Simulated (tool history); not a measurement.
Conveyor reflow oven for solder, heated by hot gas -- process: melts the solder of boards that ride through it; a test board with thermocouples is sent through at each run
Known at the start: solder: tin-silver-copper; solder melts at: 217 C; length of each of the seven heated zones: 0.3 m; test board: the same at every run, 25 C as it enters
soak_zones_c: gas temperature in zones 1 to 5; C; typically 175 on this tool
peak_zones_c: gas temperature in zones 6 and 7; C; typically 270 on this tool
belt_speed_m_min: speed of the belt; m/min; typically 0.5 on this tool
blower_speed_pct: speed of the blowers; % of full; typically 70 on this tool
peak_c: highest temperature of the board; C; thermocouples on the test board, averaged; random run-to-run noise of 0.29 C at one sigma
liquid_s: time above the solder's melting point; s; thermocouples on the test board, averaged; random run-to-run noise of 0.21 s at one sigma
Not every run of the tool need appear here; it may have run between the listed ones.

run 1 day=0 | soak_zones_c=175 peak_zones_c=270 belt_speed_m_min=0.5 blower_speed_pct=70 | peak_c=255.2 liquid_s=56.4
run 2 day=0.783 | soak_zones_c=175 peak_zones_c=270 belt_speed_m_min=0.5 blower_speed_pct=70 | peak_c=254.8 liquid_s=56.2
run 3 day=2.1 | soak_zones_c=175 peak_zones_c=270 belt_speed_m_min=0.5 blower_speed_pct=70 | peak_c=254.4 liquid_s=56.5
-- day=2.825 flux residue cleaned out of gas plates and filters
run 4 day=3.612 | soak_zones_c=175 peak_zones_c=270 belt_speed_m_min=0.5 blower_speed_pct=70 | peak_c=256 liquid_s=57.3
run 5 day=4.483 | soak_zones_c=175 peak_zones_c=270 belt_speed_m_min=0.407 blower_speed_pct=70 | peak_c=260.8 liquid_s=75.3
run 6 day=5.512 | soak_zones_c=175 peak_zones_c=270 belt_speed_m_min=0.407 blower_speed_pct=70 | peak_c=260.8 liquid_s=74.9
run 7 day=6.933 | soak_zones_c=175 peak_zones_c=268 belt_speed_m_min=0.5 blower_speed_pct=70 | peak_c=253.8 liquid_s=55.9
run 8 day=8.171 | soak_zones_c=173 peak_zones_c=270 belt_speed_m_min=0.5 blower_speed_pct=70 | peak_c=254.6 liquid_s=55.8
-- day=8.438 belt drive overhauled, speed set with a stopwatch
run 9 day=9.392 | soak_zones_c=173 peak_zones_c=270 belt_speed_m_min=0.5 blower_speed_pct=70 | peak_c=254 liquid_s=55.4
run 10 day=10.138 | soak_zones_c=173 peak_zones_c=270 belt_speed_m_min=0.5 blower_speed_pct=70 | peak_c=254.7 liquid_s=55.8
run 11 day=11.275 | soak_zones_c=175 peak_zones_c=265 belt_speed_m_min=0.5 blower_speed_pct=70 | peak_c=250 liquid_s=53.4
-- day=12.617 belt drive overhauled, speed set with a stopwatch, once more
run 12 day=12.617 | soak_zones_c=175 peak_zones_c=265 belt_speed_m_min=0.5 blower_speed_pct=70 | peak_c=249.5 liquid_s=52.7
-- day=13.25 flux residue cleaned out of gas plates and filters
run 13 day=14.138 | soak_zones_c=175 peak_zones_c=270 belt_speed_m_min=0.5 blower_speed_pct=51 | peak_c=250.9 liquid_s=53
run 14 day=15.583 | soak_zones_c=175 peak_zones_c=270 belt_speed_m_min=0.5 blower_speed_pct=51 | peak_c=250.4 liquid_s=53.1
run 15 day=16.646 | soak_zones_c=175 peak_zones_c=270 belt_speed_m_min=0.5 blower_speed_pct=51 | peak_c=251 liquid_s=52.6
run 16 day=18.096 | soak_zones_c=177 peak_zones_c=270 belt_speed_m_min=0.5 blower_speed_pct=51 | peak_c=250.9 liquid_s=53.3
run 17 day=19.154 | soak_zones_c=175 peak_zones_c=275 belt_speed_m_min=0.517 blower_speed_pct=70 | peak_c=257.9 liquid_s=56.1
run 18 day=19.992 | soak_zones_c=187 peak_zones_c=270 belt_speed_m_min=0.457 blower_speed_pct=57 | peak_c=256.4 liquid_s=68
run 19 day=20.717 | soak_zones_c=187 peak_zones_c=270 belt_speed_m_min=0.457 blower_speed_pct=86 | peak_c=260.4 liquid_s=70.5
run 20 day=22.058 | soak_zones_c=186 peak_zones_c=272 belt_speed_m_min=0.494 blower_speed_pct=54 | peak_c=255.2 liquid_s=60.9
-- day=23.388 flux residue cleaned out of gas plates and filters
run 21 day=23.654 | soak_zones_c=175 peak_zones_c=281 belt_speed_m_min=0.598 blower_speed_pct=55 | peak_c=254.4 liquid_s=44.9
run 22 day=24.279 | soak_zones_c=171 peak_zones_c=281 belt_speed_m_min=0.598 blower_speed_pct=59 | peak_c=254.5 liquid_s=44.1
run 23 day=25.704 | soak_zones_c=161 peak_zones_c=259 belt_speed_m_min=0.598 blower_speed_pct=59 | peak_c=234.4 liquid_s=25.4
run 24 day=26.929 | soak_zones_c=175 peak_zones_c=271 belt_speed_m_min=0.56 blower_speed_pct=70 | peak_c=251.8 liquid_s=48
run 25 day=28.288 | soak_zones_c=162 peak_zones_c=285 belt_speed_m_min=0.59 blower_speed_pct=57 | peak_c=255 liquid_s=42.9
run 26 day=28.971 | soak_zones_c=167 peak_zones_c=272 belt_speed_m_min=0.554 blower_speed_pct=70 | peak_c=250.1 liquid_s=45.7
run 27 day=30.038 | soak_zones_c=180 peak_zones_c=270 belt_speed_m_min=0.5 blower_speed_pct=70 | peak_c=254.9 liquid_s=58.1
run 28 day=31.021 | soak_zones_c=166 peak_zones_c=271 belt_speed_m_min=0.401 blower_speed_pct=61 | peak_c=258.4 liquid_s=70.9
run 29 day=32.012 | soak_zones_c=180 peak_zones_c=282 belt_speed_m_min=0.401 blower_speed_pct=67 | peak_c=270.7 liquid_s=83.3

Branching from run 29: 4 alternative next runs. What would each branch give?
run A day=33.058 | soak_zones_c=168 peak_zones_c=263 belt_speed_m_min=0.589 blower_speed_pct=70 | peak_c=? liquid_s=?
run B day=33.058 | soak_zones_c=175 peak_zones_c=262 belt_speed_m_min=0.486 blower_speed_pct=72 | peak_c=? liquid_s=?
run C day=33.058 | soak_zones_c=180 peak_zones_c=282 belt_speed_m_min=0.441 blower_speed_pct=59 | peak_c=? liquid_s=?
run D day=33.058 | soak_zones_c=173 peak_zones_c=276 belt_speed_m_min=0.401 blower_speed_pct=65 | peak_c=? liquid_s=?

run=A peak_c=241 liquid_s=34.9
run=B peak_c=247.7 liquid_s=53.5
run=C peak_c=267.3 liquid_s=73.5
run=D peak_c=264.5 liquid_s=76.6
Without the tool's hidden state the same runs would have given:
run=A peak_c=244.2 liquid_s=37.8
run=B peak_c=250.6 liquid_s=55.7
run=C peak_c=270 liquid_s=74.6
run=D peak_c=267.2 liquid_s=77.9
